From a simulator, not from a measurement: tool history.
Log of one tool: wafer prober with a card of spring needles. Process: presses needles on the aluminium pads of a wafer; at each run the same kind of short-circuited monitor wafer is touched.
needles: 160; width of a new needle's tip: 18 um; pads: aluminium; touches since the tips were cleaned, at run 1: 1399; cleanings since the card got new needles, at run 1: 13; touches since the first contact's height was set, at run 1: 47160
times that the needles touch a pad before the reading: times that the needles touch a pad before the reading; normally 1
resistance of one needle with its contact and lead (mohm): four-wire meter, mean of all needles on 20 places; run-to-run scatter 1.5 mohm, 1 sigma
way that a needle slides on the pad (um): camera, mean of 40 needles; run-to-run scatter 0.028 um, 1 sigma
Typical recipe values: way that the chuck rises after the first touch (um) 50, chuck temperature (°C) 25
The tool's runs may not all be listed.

run	hour	way that the chuck rises after the first touch (um)	chuck temperature (°C)	times that the needles touch a pad before the reading	touches since the tips were cleaned	cleanings since the card got new needles	touches since the first contact's height was set	resistance of one needle with its contact and lead (mohm)	way that a needle slides on the pad (um)
1	0	50	25	1	1399	13	47160	143	11.16
# hour 5.8: tips cleaned on abrasive film
# hour 15.4: tips cleaned on abrasive film
# hour 23.1: tips cleaned on abrasive film
# hour 32.8: tips cleaned on abrasive film
# hour 42.4: tips cleaned on abrasive film
# hour 51.5: tips cleaned on abrasive film
2	51.5	50	25	1	0	19	67723	142	11.09
# hour 61.1: tips cleaned on abrasive film
# hour 70.7: tips cleaned on abrasive film
# hour 80.4: tips cleaned on abrasive film
# hour 84.5: height of the first contact set anew
# hour 88.4: tips cleaned on abrasive film
# hour 98: tips cleaned on abrasive film
# hour 107.6: tips cleaned on abrasive film
3	109.8	50	25	1	867	25	10092	145	11.12
# hour 115.6: tips cleaned on abrasive film
# hour 125.2: tips cleaned on abrasive film
# hour 134.8: tips cleaned on abrasive film
# hour 142.5: tips cleaned on abrasive film
# hour 152.1: tips cleaned on abrasive film
# hour 161.7: tips cleaned on abrasive film
4	167.2	50	25	1	2211	31	33061	145	11.13
# hour 171.1: tips cleaned on abrasive film
# hour 180.7: tips cleaned on abrasive film
# hour 190.4: tips cleaned on abrasive film
# hour 198.1: tips cleaned on abrasive film
# hour 207.7: tips cleaned on abrasive film
# hour 215.4: tips cleaned on abrasive film
5	216.2	52	25	1	331	37	52612	142	11.63
# hour 223.9: tips cleaned on abrasive film
# hour 233.6: tips cleaned on abrasive film
# hour 243.2: tips cleaned on abrasive film
# hour 252.8: tips cleaned on abrasive film
6	254.4	52	25	1	640	41	67861	143	11.67
# hour 262.1: tips cleaned on abrasive film
# hour 271.7: tips cleaned on abrasive film
# hour 281.3: tips cleaned on abrasive film
# hour 285.4: height of the first contact set anew
# hour 290: tips cleaned on abrasive film
7	290	52	25	1	0	45	1819	145	11.66
# hour 299.7: tips cleaned on abrasive film
# hour 307.4: tips cleaned on abrasive film
# hour 317: tips cleaned on abrasive film
# hour 326.6: tips cleaned on abrasive film
# hour 336.2: tips cleaned on abrasive film
# hour 343.9: tips cleaned on abrasive film
8	350.6	50	25	1	2684	51	26030	142	11.19
# hour 352.6: tips cleaned on abrasive film
# hour 360.3: tips cleaned on abrasive film
# hour 369.9: tips cleaned on abrasive film
# hour 379.5: tips cleaned on abrasive film
9	381.3	50	25	1	694	55	38256	143	11.2
# hour 389: tips cleaned on abrasive film
# hour 398.6: tips cleaned on abrasive film
# hour 408.2: tips cleaned on abrasive film
# hour 417.8: tips cleaned on abrasive film
10	418.5	50	25	1	256	59	53119	142	11.23
# hour 426.2: tips cleaned on abrasive film
# hour 435.8: tips cleaned on abrasive film
# hour 445.4: tips cleaned on abrasive film
# hour 453.3: tips cleaned on abrasive film
11	453.3	50	25	1	0	63	67017	145	11.23
# hour 461: tips cleaned on abrasive film
# hour 470.6: tips cleaned on abrasive film
# hour 480.2: tips cleaned on abrasive film
12	484.3	50	25	1	1635	66	79421	142	11.21
# hour 486.5: height of the first contact set anew
# hour 488.5: tips cleaned on abrasive film
# hour 498.1: tips cleaned on abrasive film
# hour 507.7: tips cleaned on abrasive film
# hour 515.4: tips cleaned on abrasive film
13	518	50	45	2	1023	70	12555	146	11.25
# hour 523.8: tips cleaned on abrasive film
# hour 533.4: tips cleaned on abrasive film
# hour 541.1: tips cleaned on abrasive film
# hour 550.7: tips cleaned on abrasive film
# hour 558.4: tips cleaned on abrasive film
14	564.5	40	61	2	2465	75	31165	152	9.06
# hour 566.6: tips cleaned on abrasive film
# hour 576.2: tips cleaned on abrasive film
# hour 585.8: tips cleaned on abrasive film
# hour 595.4: tips cleaned on abrasive film
15	602.7	40	61	2	2959	79	46426	151	9.03
# hour 604.7: tips cleaned on abrasive film
# hour 614.3: tips cleaned on abrasive film
# hour 624: tips cleaned on abrasive film
# hour 633.6: tips cleaned on abrasive film
# hour 643.2: tips cleaned on abrasive film
16	646.5	40	61	2	1333	84	63903	150	8.99
# hour 652.3: tips cleaned on abrasive film
# hour 660: tips cleaned on abrasive film
# hour 669.6: tips cleaned on abrasive film
# hour 677.4: tips cleaned on abrasive film
# hour 687: tips cleaned on abrasive film
# hour 689.2: height of the first contact set anew
# hour 696.9: tips cleaned on abrasive film
# hour 704.6: tips cleaned on abrasive film
17	710.3	40	61	2	2305	91	8455	152	9.07
# hour 714.2: tips cleaned on abrasive film
# hour 723.8: tips cleaned on abrasive film
# hour 733.5: tips cleaned on abrasive film
# hour 743.1: tips cleaned on abrasive film
# hour 750.8: tips cleaned on abrasive film
# hour 760.4: tips cleaned on abrasive film
18	762.6	42	40	3	884	97	29328	148	9.52
# hour 768.4: tips cleaned on abrasive film
# hour 778: tips cleaned on abrasive film
# hour 785.7: tips cleaned on abrasive film
# hour 794.8: tips cleaned on abrasive film
19	794.8	33	56	1	0	101	42171	151	7.46
# hour 804.4: tips cleaned on abrasive film
# hour 812: gauge calibrated
# hour 814: tips cleaned on abrasive film
# hour 823.6: tips cleaned on abrasive film
# hour 831.4: tips cleaned on abrasive film
# hour 841: tips cleaned on abrasive film
# hour 850.6: tips cleaned on abrasive film
20	854.7	55	25	1	1659	107	66125	144	12.16
# hour 858.6: tips cleaned on abrasive film
# hour 868.2: tips cleaned on abrasive film
# hour 877.8: tips cleaned on abrasive film
# hour 887.4: tips cleaned on abrasive film
# hour 891.6: height of the first contact set anew
21	892.7	55	25	1	2018	111	481	143	12.2
# hour 896.7: tips cleaned on abrasive film
# hour 904.4: tips cleaned on abrasive film
# hour 914: tips cleaned on abrasive film
22	921.1	43	25	2	2865	114	11802	144	9.58
# hour 923.1: tips cleaned on abrasive film
# hour 932.7: tips cleaned on abrasive film
# hour 942.3: tips cleaned on abrasive film
# hour 951.9: tips cleaned on abrasive film
# hour 961.5: tips cleaned on abrasive film
# hour 969.3: tips cleaned on abrasive film
# hour 978.9: tips cleaned on abrasive film
23	982.3	43	39	2	1370	121	36236	144	9.57
# hour 988.1: tips cleaned on abrasive film
# hour 997.7: tips cleaned on abrasive film
# hour 1005.4: tips cleaned on abrasive film
# hour 1015: tips cleaned on abrasive film
24	1017.4	50	103	1	939	125	50245	158	11.16

Branching from run 24: 3 alternative next runs. What would each branch give?
# hour 1023.2: tips cleaned on abrasive film
# hour 1032.8: tips cleaned on abrasive film
# hour 1040.5: tips cleaned on abrasive film
# hour 1050.1: tips cleaned on abrasive film
A	1057.7	48	26	1	3070	129	66385	?	?
# hour 1023.2: tips cleaned on abrasive film
# hour 1032.8: tips cleaned on abrasive film
# hour 1040.5: tips cleaned on abrasive film
# hour 1050.1: tips cleaned on abrasive film
B	1057.7	47	73	1	3070	129	66385	?	?
# hour 1023.2: tips cleaned on abrasive film
# hour 1032.8: tips cleaned on abrasive film
# hour 1040.5: tips cleaned on abrasive film
# hour 1050.1: tips cleaned on abrasive film
C	1057.7	31	94	2	3070	129	66385	?	?

run	resistance of one needle with its contact and lead (mohm)	way that a needle slides on the pad (um)
A	144	10.68
B	152	10.48
C	161	6.92
Take away the tool's hidden state, keep each run's random variation, and the runs would have read:
run	resistance of one needle with its contact and lead (mohm)	way that a needle slides on the pad (um)
A	144	10.61
B	151	10.41
C	161	6.88

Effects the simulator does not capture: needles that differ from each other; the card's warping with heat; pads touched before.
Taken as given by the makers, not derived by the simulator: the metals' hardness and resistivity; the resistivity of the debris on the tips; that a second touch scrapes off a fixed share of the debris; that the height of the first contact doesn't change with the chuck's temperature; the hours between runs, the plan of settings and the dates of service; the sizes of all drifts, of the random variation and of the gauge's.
